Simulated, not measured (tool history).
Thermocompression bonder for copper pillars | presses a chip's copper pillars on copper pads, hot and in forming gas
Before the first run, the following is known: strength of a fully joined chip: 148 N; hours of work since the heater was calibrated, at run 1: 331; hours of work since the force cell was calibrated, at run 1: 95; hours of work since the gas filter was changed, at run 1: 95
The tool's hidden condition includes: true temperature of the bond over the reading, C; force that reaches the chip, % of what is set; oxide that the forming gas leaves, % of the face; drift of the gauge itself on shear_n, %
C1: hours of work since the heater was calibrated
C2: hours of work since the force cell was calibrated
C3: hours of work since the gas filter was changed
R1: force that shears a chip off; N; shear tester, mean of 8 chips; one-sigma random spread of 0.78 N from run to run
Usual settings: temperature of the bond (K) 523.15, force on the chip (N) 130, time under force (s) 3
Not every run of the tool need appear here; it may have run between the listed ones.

run 1 hour=0.0 | temperature_of_the_bond_(K)=523.15 force_on_the_chip_(N)=130 time_under_force_(s)=3 | C1=331 C2=95 C3=95 | R1=64.3
run 2 hour=29.4 | temperature_of_the_bond_(K)=523.15 force_on_the_chip_(N)=130 time_under_force_(s)=3 | C1=353 C2=118 C3=118 | R1=64.7
run 3 hour=92.9 | temperature_of_the_bond_(K)=523.15 force_on_the_chip_(N)=130 time_under_force_(s)=3 | C1=403 C2=167 C3=167 | R1=64.2
run 4 hour=138.7 | temperature_of_the_bond_(K)=528.15 force_on_the_chip_(N)=130 time_under_force_(s)=3 | C1=438 C2=202 C3=202 | R1=66.9
run 5 hour=185.4 | temperature_of_the_bond_(K)=528.15 force_on_the_chip_(N)=130 time_under_force_(s)=3 | C1=474 C2=238 C3=238 | R1=66.5
run 6 hour=252.7 | temperature_of_the_bond_(K)=528.15 force_on_the_chip_(N)=130 time_under_force_(s)=3 | C1=526 C2=290 C3=290 | R1=65.7
run 7 hour=285.5 | temperature_of_the_bond_(K)=528.15 force_on_the_chip_(N)=130 time_under_force_(s)=3 | C1=551 C2=315 C3=315 | R1=65.2
-- hour=311.6 forming gas filter changed
run 8 hour=352.6 | temperature_of_the_bond_(K)=528.15 force_on_the_chip_(N)=130 time_under_force_(s)=3 | C1=603 C2=367 C3=32 | R1=65.5
run 9 hour=414.3 | temperature_of_the_bond_(K)=523.15 force_on_the_chip_(N)=130 time_under_force_(s)=3 | C1=650 C2=414 C3=79 | R1=64.1
run 10 hour=465.4 | temperature_of_the_bond_(K)=501.15 force_on_the_chip_(N)=130 time_under_force_(s)=3 | C1=690 C2=454 C3=119 | R1=49.4
run 11 hour=514.7 | temperature_of_the_bond_(K)=501.15 force_on_the_chip_(N)=85 time_under_force_(s)=3 | C1=728 C2=492 C3=157 | R1=35.6
run 12 hour=561.8 | temperature_of_the_bond_(K)=523.15 force_on_the_chip_(N)=130 time_under_force_(s)=3 | C1=764 C2=528 C3=193 | R1=63.1
run 13 hour=633.1 | temperature_of_the_bond_(K)=523.15 force_on_the_chip_(N)=130 time_under_force_(s)=3 | C1=819 C2=583 C3=248 | R1=63.8
run 14 hour=667.3 | temperature_of_the_bond_(K)=523.15 force_on_the_chip_(N)=139 time_under_force_(s)=3 | C1=846 C2=610 C3=275 | R1=66.6
-- hour=700.0 heater calibrated with a thermocouple chip
run 15 hour=730.6 | temperature_of_the_bond_(K)=526.15 force_on_the_chip_(N)=139 time_under_force_(s)=3 | C1=24 C2=657 C3=322 | R1=68.6
-- hour=748.8 forming gas filter changed
run 16 hour=798.0 | temperature_of_the_bond_(K)=526.15 force_on_the_chip_(N)=139 time_under_force_(s)=3 | C1=75 C2=709 C3=38 | R1=68.8
run 17 hour=863.6 | temperature_of_the_bond_(K)=524.15 force_on_the_chip_(N)=116 time_under_force_(s)=3 | C1=126 C2=759 C3=89 | R1=58.4
run 18 hour=901.4 | temperature_of_the_bond_(K)=524.15 force_on_the_chip_(N)=116 time_under_force_(s)=3 | C1=155 C2=789 C3=118 | R1=60.7
run 19 hour=944.2 | temperature_of_the_bond_(K)=549.15 force_on_the_chip_(N)=130 time_under_force_(s)=7 | C1=188 C2=822 C3=151 | R1=103.9
run 20 hour=1003.4 | temperature_of_the_bond_(K)=526.15 force_on_the_chip_(N)=97 time_under_force_(s)=5 | C1=234 C2=867 C3=197 | R1=66.6
run 21 hour=1044.6 | temperature_of_the_bond_(K)=526.15 force_on_the_chip_(N)=97 time_under_force_(s)=5 | C1=266 C2=899 C3=228 | R1=64.8
run 22 hour=1090.5 | temperature_of_the_bond_(K)=526.15 force_on_the_chip_(N)=97 time_under_force_(s)=5 | C1=301 C2=935 C3=264 | R1=65.2
-- hour=1126.2 force cell calibrated
run 23 hour=1153.3 | temperature_of_the_bond_(K)=523.15 force_on_the_chip_(N)=84 time_under_force_(s)=4 | C1=349 C2=21 C3=311 | R1=50.9
-- hour=1185.8 forming gas filter changed
run 24 hour=1220.7 | temperature_of_the_bond_(K)=523.15 force_on_the_chip_(N)=84 time_under_force_(s)=4 | C1=400 C2=73 C3=27 | R1=51.6
run 25 hour=1265.9 | temperature_of_the_bond_(K)=517.15 force_on_the_chip_(N)=114 time_under_force_(s)=4 | C1=435 C2=108 C3=62 | R1=61.5

Below are 4 alternative next runs, each starting from the tool's condition after run 25. Predict each:
run A hour=1295.9 | temperature_of_the_bond_(K)=508.15 force_on_the_chip_(N)=92 time_under_force_(s)=2 | C1=458 C2=131 C3=85 | R1=?
run B hour=1295.9 | temperature_of_the_bond_(K)=517.15 force_on_the_chip_(N)=114 time_under_force_(s)=5 | C1=458 C2=131 C3=85 | R1=?
run C hour=1295.9 | temperature_of_the_bond_(K)=523.15 force_on_the_chip_(N)=155 time_under_force_(s)=2 | C1=458 C2=131 C3=85 | R1=?
run D hour=1295.9 | temperature_of_the_bond_(K)=517.15 force_on_the_chip_(N)=90 time_under_force_(s)=4 | C1=458 C2=131 C3=85 | R1=?

run=A R1=35.2
run=B R1=65.5
run=C R1=61.6
run=D R1=51.8
Stripped of hidden state, with their random variation kept, the same runs would have yielded:
run=A R1=35.5
run=B R1=65.9
run=C R1=62.0
run=D R1=52.2
